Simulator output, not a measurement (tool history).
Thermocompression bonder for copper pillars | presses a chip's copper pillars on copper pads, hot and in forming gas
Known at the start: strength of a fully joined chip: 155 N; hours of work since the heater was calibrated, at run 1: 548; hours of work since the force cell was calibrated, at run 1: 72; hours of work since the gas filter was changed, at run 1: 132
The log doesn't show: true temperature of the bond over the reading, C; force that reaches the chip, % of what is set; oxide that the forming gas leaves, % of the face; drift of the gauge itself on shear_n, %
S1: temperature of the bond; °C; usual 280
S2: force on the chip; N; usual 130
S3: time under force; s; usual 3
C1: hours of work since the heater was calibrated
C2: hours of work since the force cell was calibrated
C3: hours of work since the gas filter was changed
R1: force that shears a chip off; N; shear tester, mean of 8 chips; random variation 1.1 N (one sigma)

| run | hour | S1 | S2 | S3 | C1 | C2 | C3 | R1 |
|---|---|---|---|---|---|---|---|---|
| 1 | 0.0 | 280 | 130 | 3 | 548 | 72 | 132 | 97.8 |
| 2 | 50.9 | 280 | 130 | 7 | 585 | 110 | 169 | 121.0 |
| 3 | 121.4 | 280 | 130 | 7 | 637 | 162 | 221 | 119.9 |
|  | 151.4 | forming gas filter changed |
| 4 | 183.1 | 280 | 130 | 7 | 682 | 206 | 23 | 121.4 |
| 5 | 263.8 | 280 | 130 | 7 | 741 | 266 | 82 | 123.4 |
| 6 | 354.4 | 280 | 130 | 7 | 808 | 332 | 149 | 120.8 |
| 7 | 412.4 | 259 | 130 | 3 | 850 | 375 | 191 | 72.7 |
|  | 478.1 | forming gas filter changed |
| 8 | 493.1 | 280 | 130 | 3 | 909 | 434 | 11 | 97.5 |
| 9 | 553.5 | 280 | 130 | 3 | 954 | 478 | 55 | 97.1 |
| 10 | 641.7 | 280 | 150 | 3 | 1018 | 543 | 120 | 107.8 |
| 11 | 734.0 | 280 | 150 | 3 | 1086 | 610 | 188 | 106.3 |
| 12 | 783.8 | 280 | 145 | 8 | 1123 | 647 | 224 | 130.9 |
|  | 804.2 | forming gas filter changed |
| 13 | 839.7 | 280 | 145 | 8 | 1163 | 688 | 26 | 128.4 |
| 14 | 907.2 | 256 | 185 | 3 | 1213 | 737 | 76 | 95.4 |
| 15 | 949.1 | 288 | 130 | 3 | 1243 | 768 | 106 | 107.4 |
| 16 | 1007.3 | 256 | 167 | 4 | 1286 | 811 | 149 | 94.7 |
| 17 | 1049.7 | 256 | 167 | 4 | 1317 | 842 | 180 | 94.1 |
|  | 1131.4 | forming gas filter changed |
| 18 | 1134.8 | 280 | 130 | 4 | 1379 | 904 | 3 | 106.1 |
|  | 1162.4 | force cell calibrated |
| 19 | 1193.1 | 309 | 149 | 3 | 1421 | 23 | 44 | 135.0 |
|  | 1223.4 | heater calibrated with a thermocouple chip |
| 20 | 1235.5 | 305 | 85 | 3 | 9 | 52 | 74 | 96.9 |
| 21 | 1317.3 | 305 | 85 | 3 | 69 | 112 | 134 | 97.0 |
| 22 | 1377.5 | 305 | 85 | 3 | 113 | 156 | 178 | 95.8 |

Forecast each of these 4 alternatives for the next run:
| A | 1445.4 | 273 | 130 | 2 | 163 | 206 | 228 | ? |
| B | 1445.4 | 308 | 137 | 4 | 163 | 206 | 228 | ? |
| C | 1445.4 | 305 | 85 | 2 | 163 | 206 | 228 | ? |
| D | 1445.4 | 302 | 189 | 2 | 163 | 206 | 228 | ? |

| run | R1 |
|---|---|
| A | 79.0 |
| B | 135.6 |
| C | 86.4 |
| D | 133.9 |
Without the tool's hidden state the same runs would have given:
| run | R1 |
|---|---|
| A | 79.4 |
| B | 136.3 |
| C | 86.9 |
| D | 134.5 |
